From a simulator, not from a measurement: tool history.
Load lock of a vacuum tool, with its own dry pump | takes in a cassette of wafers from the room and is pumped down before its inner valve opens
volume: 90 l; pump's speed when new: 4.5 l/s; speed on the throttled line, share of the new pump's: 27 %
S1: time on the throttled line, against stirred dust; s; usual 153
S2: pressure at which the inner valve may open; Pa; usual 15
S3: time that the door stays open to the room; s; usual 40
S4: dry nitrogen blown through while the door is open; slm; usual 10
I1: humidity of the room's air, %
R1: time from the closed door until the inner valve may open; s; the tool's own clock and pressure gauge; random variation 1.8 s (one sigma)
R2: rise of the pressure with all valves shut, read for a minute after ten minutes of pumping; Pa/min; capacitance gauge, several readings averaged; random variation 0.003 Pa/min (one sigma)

run	hour	S1	S2	S3	S4	I1	R1	R2
1	0.0	153	15	40	10	44.6	293.5	0.039
2	466.8	153	15	40	10	39.6	294.0	0.069
3	873.1	153	15	40	10	50.0	294.8	0.082
4	1340.2	153	15	40	20	48.8	294.2	0.096
5	1733.2	153	15	40	20	45.0	296.3	0.113
6	2050.4	153	15	40	10	45.7	295.6	0.137
7	2330.0	153	15	40	10	49.5	302.0	0.158
8	2678.9	153	15	40	10	44.0	298.8	0.168
9	3020.0	153	15	40	10	41.5	297.3	0.194
10	3392.8	153	15	67	10	43.3	298.0	0.225
11	3863.9	153	15	40	10	44.0	298.6	0.263
12	4261.0	153	15	40	10	41.7	301.5	0.283
13	4660.9	153	11	40	10	47.1	305.3	0.316
14	5004.4	153	15	40	10	45.2	306.7	0.348
15	5500.1	153	15	40	10	44.8	303.7	0.385
16	5844.7	153	15	40	10	40.6	303.4	0.411
17	6152.5	153	15	40	16	46.4	304.7	0.444
18	6679.5	153	15	40	10	46.3	304.1	0.499
19	7144.2	153	13	40	10	43.4	309.4	0.531
20	7475.8	104	22	36	18	43.5	264.2	0.572
21	7900.3	103	15	40	10	40.8	273.6	0.627
22	8226.2	103	15	30	10	43.9	275.6	0.664
# hour 8627.6: door's seal changed, seat wiped
23	8785.8	230	10	83	28	50.4	371.5	0.018
24	9225.3	230	12	83	8	44.3	369.2	0.035
25	9595.7	210	12	40	10	42.8	353.5	0.042
26	10049.0	210	12	40	10	48.7	358.1	0.061
27	10336.5	95	17	105	7	42.4	269.5	0.081
28	10817.6	95	17	105	7	43.3	271.7	0.099
29	11317.8	233	13	96	13	44.5	366.9	0.122
30	11575.8	233	13	96	13	45.4	375.2	0.131
31	11944.4	213	12	151	8	44.4	362.0	0.167
32	12212.1	133	15	40	20	46.6	301.4	0.163
33	12544.2	133	11	157	20	44.9	310.9	0.182
34	12783.6	133	11	31	20	44.8	311.1	0.187
35	13222.6	133	10	31	17	44.4	315.7	0.213
36	13755.2	155	10	31	17	44.2	329.8	0.258

Forecast each of these 3 alternatives for the next run:
A	14047.3	153	22	99	4	46.6	?	?
B	14047.3	148	13	40	15	46.9	?	?
C	14047.3	155	17	31	17	43.7	?	?

run	R1	R2
A	309.5	0.308
B	322.3	0.277
C	315.5	0.282
Without the tool's hidden state the same runs would have given:
run	R1	R2
A	282.4	0.042
B	292.4	0.011
C	287.2	0.014
